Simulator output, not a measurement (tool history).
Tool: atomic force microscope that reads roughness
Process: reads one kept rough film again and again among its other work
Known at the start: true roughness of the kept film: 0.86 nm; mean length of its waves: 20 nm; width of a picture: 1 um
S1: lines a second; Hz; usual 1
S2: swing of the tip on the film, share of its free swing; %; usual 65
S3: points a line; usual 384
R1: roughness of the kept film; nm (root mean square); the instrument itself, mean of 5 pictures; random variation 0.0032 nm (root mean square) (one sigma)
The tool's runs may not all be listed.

run	hour	S1	S2	S3	R1
1	0	1	65	384	0.801
2	7.3	1	65	384	0.785
3	12.2	1	65	384	0.786
4	20	2.6	65	384	0.759
5	28.7	1	59	384	0.777
6	33.3	1	59	384	0.775
7	40.3	1	59	384	0.774
8	51.1	1	59	384	0.765
9	61	1	59	384	0.754
10	66	1	65	556	0.754
# hour 68.9: new tip fitted
11	74.7	1	65	556	0.794
12	81.3	1.01	65	556	0.794
13	87.4	0.68	67	412	0.786
14	93.4	1.76	67	404	0.769
15	98.8	1.76	67	404	0.756
16	107.1	1	65	376	0.771
17	112.6	0.81	65	384	0.763
18	123.2	1.22	76	685	0.756
19	128.3	1.22	76	685	0.744
20	134.8	1.22	76	685	0.737
# hour 138.7: new tip fitted
21	140.5	1.91	65	384	0.778

4 ways to go on from here, each from the tool as it stands after run 21. What would each give?
A	149.8	0.73	65	395	?
B	149.8	1.85	65	522	?
C	149.8	1	65	822	?
D	149.8	0.7	80	633	?

run	R1
A	0.787
B	0.781
C	0.798
D	0.787
Without the tool's hidden state the same runs would have given:
run	R1
A	0.797
B	0.791
C	0.808
D	0.797

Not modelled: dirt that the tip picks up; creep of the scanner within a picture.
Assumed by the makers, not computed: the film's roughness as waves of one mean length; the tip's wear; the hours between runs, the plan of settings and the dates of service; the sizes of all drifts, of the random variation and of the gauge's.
